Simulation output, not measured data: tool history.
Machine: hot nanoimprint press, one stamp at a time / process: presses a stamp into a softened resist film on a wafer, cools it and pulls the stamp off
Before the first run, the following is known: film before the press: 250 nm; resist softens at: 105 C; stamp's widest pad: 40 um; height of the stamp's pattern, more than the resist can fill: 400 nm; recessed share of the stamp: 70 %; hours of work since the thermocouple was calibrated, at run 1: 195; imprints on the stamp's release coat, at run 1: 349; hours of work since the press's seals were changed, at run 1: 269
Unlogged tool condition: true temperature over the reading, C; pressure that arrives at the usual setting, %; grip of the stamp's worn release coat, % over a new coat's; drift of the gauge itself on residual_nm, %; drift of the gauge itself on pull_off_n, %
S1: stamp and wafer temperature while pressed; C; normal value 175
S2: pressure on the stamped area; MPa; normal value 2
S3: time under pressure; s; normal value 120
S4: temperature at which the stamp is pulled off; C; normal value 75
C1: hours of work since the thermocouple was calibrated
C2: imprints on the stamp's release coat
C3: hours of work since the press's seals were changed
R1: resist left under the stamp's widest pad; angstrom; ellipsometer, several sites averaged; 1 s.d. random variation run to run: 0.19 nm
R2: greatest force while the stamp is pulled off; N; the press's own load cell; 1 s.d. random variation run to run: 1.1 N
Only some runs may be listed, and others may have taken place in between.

run,day,S1,S2,S3,S4,C1,C2,C3,R1,R2
1,0,175,2,120,75,195,349,269,1040,174
2,0.371,175,2,120,75,199,381,273,1043,170
3,0.867,175,2,120,75,205,424,279,1040,174
4,1.504,175,2,120,75,212,480,286,1042,175
5,2.062,175,2,120,75,218,528,293,1040,178
6,2.471,175,2,120,75,223,564,298,1040,177
# day 2.754: stamp cleaned and given a new release coat
7,3.258,175,2,70,78,229,44,304,1253,153
8,3.9,175,1.61,69,78,237,100,311,1389,155
9,4.312,174,1.61,221,81,241,135,316,972,151
10,4.692,174,1.61,221,81,246,169,320,971,150
11,5.075,176,1.52,126,75,250,202,325,1127,166

Consider 3 possible next runs. They are alternatives, not a sequence: every one starts from the tool as it was left by run 11. What does each give?
A,5.729,175,2,120,69,258,259,332,?,?
B,5.729,175,2.81,111,75,258,259,332,?,?
C,5.729,172,2,120,75,258,259,332,?,?

run,R1,R2
A,1037,180
B,894,169
C,1172,165
Had the tool no hidden state, the same runs would have come out as:
run,R1,R2
A,1046,170
B,898,160
C,1183,157
